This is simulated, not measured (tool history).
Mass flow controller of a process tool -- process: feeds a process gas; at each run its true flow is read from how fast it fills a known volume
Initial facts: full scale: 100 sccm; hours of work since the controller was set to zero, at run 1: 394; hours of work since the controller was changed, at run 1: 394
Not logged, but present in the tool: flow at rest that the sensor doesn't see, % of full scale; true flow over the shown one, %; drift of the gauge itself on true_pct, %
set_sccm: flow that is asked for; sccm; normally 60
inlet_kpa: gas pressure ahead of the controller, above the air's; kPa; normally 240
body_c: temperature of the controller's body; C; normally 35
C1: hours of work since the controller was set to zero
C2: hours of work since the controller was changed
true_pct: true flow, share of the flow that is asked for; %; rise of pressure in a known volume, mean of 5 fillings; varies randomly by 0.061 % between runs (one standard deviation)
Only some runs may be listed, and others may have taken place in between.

Run 1, day 0: usual settings; C1 394; C2 394. Result: true_pct 100.32 %.
Run 2, day 2.538: usual settings; C1 434; C2 434. Result: true_pct 100.34 %.
Run 3, day 4.8: usual settings but body_c 34 C; C1 470; C2 470. Result: true_pct 100.4 %.
Run 4, day 7.275: usual settings but body_c 34 C; C1 509; C2 509. Result: true_pct 100.34 %.
Run 5, day 9.25: usual settings but body_c 34 C; C1 540; C2 540. Result: true_pct 100.25 %.
Run 6, day 12.038: usual settings but set_sccm 12 sccm; C1 584; C2 584. Result: true_pct 99.88 %.
Run 7, day 14.121: usual settings but set_sccm 12 sccm; C1 617; C2 617. Result: true_pct 99.91 %.
Run 8, day 15.812: usual settings but set_sccm 27 sccm; C1 644; C2 644. Result: true_pct 99.95 %.
Run 9, day 18.392: usual settings but inlet_kpa 230 kPa; C1 685; C2 685. Result: true_pct 100.23 %.
Run 10, day 20.279: usual settings but inlet_kpa 230 kPa; C1 714; C2 714. Result: true_pct 100.27 %.
Run 11, day 22.9: usual settings but inlet_kpa 230 kPa; C1 756; C2 756. Result: true_pct 100.19 %.
Run 12, day 25.062: usual settings but inlet_kpa 230 kPa; C1 790; C2 790. Result: true_pct 100.21 %.
Run 13, day 27.45: usual settings but set_sccm 14 sccm; C1 828; C2 828. Result: true_pct 99.52 %.
Run 14, day 30.325: usual settings but inlet_kpa 276 kPa; C1 873; C2 873. Result: true_pct 99.86 %.
Run 15, day 32.6: usual settings; C1 909; C2 909. Result: true_pct 100.1 %.
Run 16, day 35.133: usual settings; C1 949; C2 949. Result: true_pct 100.05 %.
Run 17, day 37.2: usual settings; C1 982; C2 982. Result: true_pct 99.93 %.
Run 18, day 39.896: usual settings; C1 1024; C2 1024. Result: true_pct 100.02 %.
Run 19, day 41.517: usual settings but body_c 23 C; C1 1050; C2 1050. Result: true_pct 98.48 %.
Run 20, day 43.333: usual settings but inlet_kpa 206 kPa; C1 1078; C2 1078. Result: true_pct 100.09 %.
Run 21, day 45.058: usual settings but set_sccm 35 sccm, inlet_kpa 206 kPa; C1 1106; C2 1106. Result: true_pct 99.79 %.
Run 22, day 47.108: usual settings but body_c 25 C; C1 1138; C2 1138. Result: true_pct 98.86 %.
Run 23, day 49.35: usual settings but set_sccm 21 sccm; C1 1173; C2 1173. Result: true_pct 99.43 %.
Run 24, day 52.762: usual settings but inlet_kpa 204 kPa; C1 1227; C2 1227. Result: true_pct 99.83 %.
Run 25, day 55.904: usual settings but set_sccm 29 sccm, inlet_kpa 151 kPa, body_c 27 C; C1 1277; C2 1277. Result: true_pct 98.86 %.
Run 26, day 57.862: usual settings but set_sccm 78 sccm, inlet_kpa 188 kPa, body_c 33 C; C1 1308; C2 1308. Result: true_pct 99.89 %.
Run 27, day 60.604: usual settings but set_sccm 78 sccm, inlet_kpa 188 kPa, body_c 33 C; C1 1351; C2 1351. Result: true_pct 99.83 %.
Run 28, day 63.658: usual settings but set_sccm 32 sccm, inlet_kpa 179 kPa, body_c 34 C; C1 1399; C2 1399. Result: true_pct 99.44 %.
At day 66.779: gauge calibrated.
Run 29, day 66.858: usual settings but inlet_kpa 144 kPa; C1 1450; C2 1450. Result: true_pct 101 %.
Run 30, day 69.817: usual settings but set_sccm 13 sccm, body_c 20 C; C1 1496; C2 1496. Result: true_pct 98.24 %.
Run 31, day 72.867: usual settings but set_sccm 13 sccm, body_c 20 C; C1 1544; C2 1544. Result: true_pct 98.19 %.
Run 32, day 76.308: usual settings but inlet_kpa 233 kPa, body_c 37 C; C1 1599; C2 1599. Result: true_pct 100.62 %.
Run 33, day 79.408: usual settings but set_sccm 21 sccm, inlet_kpa 157 kPa; C1 1648; C2 1648. Result: true_pct 100.12 %.
Run 34, day 81.971: usual settings but set_sccm 21 sccm, inlet_kpa 157 kPa; C1 1688; C2 1688. Result: true_pct 100.15 %.
Run 35, day 84.475: usual settings but set_sccm 13 sccm, inlet_kpa 241 kPa, body_c 24 C; C1 1728; C2 1728. Result: true_pct 98.43 %.
Run 36, day 86.504: usual settings but set_sccm 19 sccm, inlet_kpa 172 kPa, body_c 22 C; C1 1760; C2 1760. Result: true_pct 98.54 %.
Run 37, day 88.379: usual settings but set_sccm 31 sccm, inlet_kpa 213 kPa, body_c 34 C; C1 1789; C2 1789. Result: true_pct 99.89 %.
Run 38, day 91.692: usual settings but set_sccm 50 sccm, inlet_kpa 194 kPa, body_c 30 C; C1 1842; C2 1842. Result: true_pct 99.73 %.
Run 39, day 94.604: usual settings but set_sccm 59 sccm, inlet_kpa 166 kPa, body_c 21 C; C1 1888; C2 1888. Result: true_pct 98.88 %.
Run 40, day 97.433: usual settings but set_sccm 21 sccm, inlet_kpa 260 kPa, body_c 23 C; C1 1932; C2 1932. Result: true_pct 98.04 %.
Run 41, day 100.779: usual settings but set_sccm 16 sccm, inlet_kpa 227 kPa; C1 1985; C2 1985. Result: true_pct 99.49 %.
Run 42, day 102.958: usual settings but set_sccm 16 sccm, inlet_kpa 227 kPa, body_c 26 C; C1 2019; C2 2019. Result: true_pct 98.55 %.
Run 43, day 106.112: usual settings but set_sccm 16 sccm, inlet_kpa 227 kPa, body_c 26 C; C1 2069; C2 2069. Result: true_pct 98.54 %.
Run 44, day 109.304: usual settings but set_sccm 98 sccm, inlet_kpa 171 kPa, body_c 24 C; C1 2120; C2 2120. Result: true_pct 99.38 %.
Run 45, day 112.408: usual settings but set_sccm 32 sccm, inlet_kpa 142 kPa, body_c 38 C; C1 2169; C2 2169. Result: true_pct 100.27 %.
Run 46, day 115.188: usual settings but set_sccm 10 sccm, inlet_kpa 142 kPa, body_c 27 C; C1 2212; C2 2212. Result: true_pct 98.67 %.
Run 47, day 118.542: usual settings but set_sccm 91 sccm, inlet_kpa 142 kPa, body_c 23 C; C1 2265; C2 2265. Result: true_pct 99.16 %.
Run 48, day 120.117: usual settings but set_sccm 10 sccm, inlet_kpa 142 kPa, body_c 23 C; C1 2290; C2 2290. Result: true_pct 98.08 %.

Below, some changes in true_pct between adjacent runs. For each, the amount present without the hidden state too (settings, incoming material, random variation) and the amount remaining for the hidden state with gauge scatter not shared by both compared results:
Run 23 -> 24: set_sccm 21 -> 60, inlet_kpa 240 -> 204. true_pct +0.4 %: hidden state -0.06, all else +0.46.
Run 26 -> 27: no setting changed, nothing entered. true_pct -0.06 %: hidden state -0.05, all else -0.01.
Run 28 -> 29: set_sccm 32 -> 60, inlet_kpa 179 -> 144, body_c 34 -> 35, gauge calibrated. true_pct +1.56 %: hidden state +0.88, all else +0.68.
Run 29 -> 30: set_sccm 60 -> 13, inlet_kpa 144 -> 240, body_c 35 -> 20. true_pct -2.76 %: hidden state -0.03, all else -2.73.
Run 31 -> 32: set_sccm 13 -> 60, inlet_kpa 240 -> 233, body_c 20 -> 37. true_pct +2.43 %: hidden state -0.04, all else +2.47.
Run 34 -> 35: set_sccm 21 -> 13, inlet_kpa 157 -> 241, body_c 35 -> 24. true_pct -1.72 %: hidden state -0.03, all else -1.69.

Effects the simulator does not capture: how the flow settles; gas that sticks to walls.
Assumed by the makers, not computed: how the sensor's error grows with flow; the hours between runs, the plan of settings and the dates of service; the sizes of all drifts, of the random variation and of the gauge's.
